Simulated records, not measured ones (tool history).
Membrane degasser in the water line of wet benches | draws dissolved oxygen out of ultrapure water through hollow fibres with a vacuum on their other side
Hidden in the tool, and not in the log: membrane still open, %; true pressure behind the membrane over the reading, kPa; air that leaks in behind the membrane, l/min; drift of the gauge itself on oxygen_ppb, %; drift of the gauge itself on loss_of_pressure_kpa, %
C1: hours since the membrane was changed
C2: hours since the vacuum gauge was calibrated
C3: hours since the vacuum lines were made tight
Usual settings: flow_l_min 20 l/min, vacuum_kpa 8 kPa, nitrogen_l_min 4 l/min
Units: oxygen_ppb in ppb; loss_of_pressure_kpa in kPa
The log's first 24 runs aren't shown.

Run 25, day 171.825: usual settings but flow_l_min 23 l/min, vacuum_kpa 17.86 kPa, nitrogen_l_min 2.36 l/min; C1 12366; C2 4124; C3 6472. Result: oxygen_ppb 739.9 ppb, loss_of_pressure_kpa 50 kPa.
Run 26, day 176.883: usual settings but flow_l_min 28 l/min, vacuum_kpa 5.17 kPa, nitrogen_l_min 3.46 l/min; C1 12488; C2 4245; C3 6594. Result: oxygen_ppb 748.1 ppb, loss_of_pressure_kpa 60.94 kPa.
Run 27, day 182.767: usual settings but flow_l_min 13 l/min, vacuum_kpa 12.01 kPa, nitrogen_l_min 3.1 l/min; C1 12629; C2 4386; C3 6735. Result: oxygen_ppb 154.3 ppb, loss_of_pressure_kpa 28.11 kPa.
Run 28, day 188.983: usual settings but flow_l_min 17 l/min, vacuum_kpa 8.97 kPa, nitrogen_l_min 3.69 l/min; C1 12778; C2 4536; C3 6884. Result: oxygen_ppb 245.2 ppb, loss_of_pressure_kpa 36.99 kPa.
At day 191.021: vacuum gauge calibrated.
Run 29, day 197.442: usual settings but flow_l_min 31 l/min; C1 12981; C2 154; C3 7087. Result: oxygen_ppb 929 ppb, loss_of_pressure_kpa 67.28 kPa.
Run 30, day 202.421: usual settings but flow_l_min 17 l/min, vacuum_kpa 6.66 kPa; C1 13100; C2 274; C3 7206. Result: oxygen_ppb 219 ppb, loss_of_pressure_kpa 37.42 kPa.
Run 31, day 212.762: usual settings but flow_l_min 22 l/min, vacuum_kpa 14.22 kPa, nitrogen_l_min 10.57 l/min; C1 13348; C2 522; C3 7454. Result: oxygen_ppb 446.7 ppb, loss_of_pressure_kpa 47.55 kPa.
Run 32, day 218.692: usual settings but flow_l_min 32 l/min, vacuum_kpa 19.67 kPa, nitrogen_l_min 5.86 l/min; C1 13491; C2 664; C3 7597. Result: oxygen_ppb 1084.5 ppb, loss_of_pressure_kpa 69 kPa.

3 ways to go on from here, each from the tool as it stands after run 32. What would each give?
Run A, day 228.979: usual settings but vacuum_kpa 16.91 kPa, nitrogen_l_min 3.25 l/min; C1 13738; C2 911; C3 7844. Result: oxygen_ppb ?, loss_of_pressure_kpa ?.
Run B, day 228.979: usual settings but flow_l_min 25 l/min, vacuum_kpa 10.83 kPa, nitrogen_l_min 5.21 l/min; C1 13738; C2 911; C3 7844. Result: oxygen_ppb ?, loss_of_pressure_kpa ?.
Run C, day 228.979: usual settings but flow_l_min 32 l/min, vacuum_kpa 6.26 kPa, nitrogen_l_min 5.86 l/min; C1 13738; C2 911; C3 7844. Result: oxygen_ppb ?, loss_of_pressure_kpa ?.

run  oxygen_ppb  loss_of_pressure_kpa
  A       488.5                  43.1
  B       613.4                 54.16
  C         957                 69.86
Without the tool's hidden state the same runs would have given:
run  oxygen_ppb  loss_of_pressure_kpa
  A       486.2                 44.15
  B       610.2                 55.47
  C       952.6                 71.55
